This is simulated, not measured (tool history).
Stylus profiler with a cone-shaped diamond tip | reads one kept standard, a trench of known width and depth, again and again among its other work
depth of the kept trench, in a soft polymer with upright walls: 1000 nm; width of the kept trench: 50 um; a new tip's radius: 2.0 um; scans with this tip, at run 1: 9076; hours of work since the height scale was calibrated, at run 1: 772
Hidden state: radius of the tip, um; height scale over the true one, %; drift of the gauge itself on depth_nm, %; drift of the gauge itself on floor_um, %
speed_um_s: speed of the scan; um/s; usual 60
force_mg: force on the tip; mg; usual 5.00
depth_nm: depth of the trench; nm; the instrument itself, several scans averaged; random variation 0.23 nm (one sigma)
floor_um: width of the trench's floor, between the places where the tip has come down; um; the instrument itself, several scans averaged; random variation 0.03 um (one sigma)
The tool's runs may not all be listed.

run	hour	speed_um_s	force_mg	scans with this tip	hours of work since the height scale was calibrated	depth_nm	floor_um
1	0.0	60	5.00	9076	772	1024.65	45.17
2	80.4	60	5.00	9824	836	1024.92	45.14
3	140.1	60	5.35	10379	883	1026.55	45.04
4	191.7	60	2.89	10859	924	1018.45	44.97
5	253.7	65	5.00	11436	973	1026.06	44.91
6	316.4	65	5.00	12018	1023	1025.95	44.89
7	371.6	65	5.00	12531	1066	1026.15	44.84
8	472.9	65	5.00	13473	1146	1026.51	44.74
9	525.2	65	5.00	13960	1188	1026.83	44.64
10	585.4	60	7.36	14520	1235	1032.91	44.66
11	637.2	60	7.36	15001	1276	1033.72	44.58
12	739.4	60	7.36	15951	1357	1033.80	44.49
13	792.1	60	5.00	16441	1399	1027.76	44.44
14	844.4	60	5.00	16927	1440	1028.59	44.41
15	920.9	60	5.00	17639	1501	1028.60	44.33
16	987.9	60	5.00	18262	1554	1028.40	44.22
# hour 996.3: new tip fitted, height scale calibrated
17	1085.7	60	5.00	831	71	1022.19	46.28
18	1162.0	46	1.75	1541	131	1012.12	46.16
# hour 1167.1: height scale calibrated on a step standard
19	1224.9	115	3.95	2120	46	1020.00	45.92
20	1289.1	53	1.89	2718	97	1013.88	45.89
21	1345.8	53	1.89	3245	141	1013.28	45.86
22	1424.2	53	1.89	3973	203	1013.89	45.82
23	1499.5	53	1.89	4674	263	1013.98	45.73
24	1580.2	230	9.43	5424	327	1036.26	45.37
25	1630.9	36	5.00	5895	367	1024.84	45.70
# hour 1676.3: height scale calibrated on a step standard, once more
26	1682.7	36	5.00	6372	5	1021.95	45.69
27	1748.0	36	5.00	6980	57	1021.70	45.57
28	1826.3	36	5.00	7708	119	1022.11	45.48
29	1925.3	17	1.70	8628	197	1012.13	45.42
30	2021.0	17	1.70	9518	273	1011.86	45.34
31	2100.4	82	7.93	10256	336	1031.04	45.15

Forecast each of these 4 alternatives for the next run:
A	2207.7	230	3.04	11254	420	?	?
B	2207.7	55	2.06	11254	420	?	?
C	2207.7	124	4.94	11254	420	?	?
D	2207.7	30	4.98	11254	420	?	?

run	depth_nm	floor_um
A	1017.88	44.37
B	1014.12	44.93
C	1023.23	44.84
D	1023.12	45.06
Without the tool's hidden state the same runs would have given:
run	depth_nm	floor_um
A	1015.74	45.72
B	1011.99	46.28
C	1021.07	46.19
D	1020.96	46.41

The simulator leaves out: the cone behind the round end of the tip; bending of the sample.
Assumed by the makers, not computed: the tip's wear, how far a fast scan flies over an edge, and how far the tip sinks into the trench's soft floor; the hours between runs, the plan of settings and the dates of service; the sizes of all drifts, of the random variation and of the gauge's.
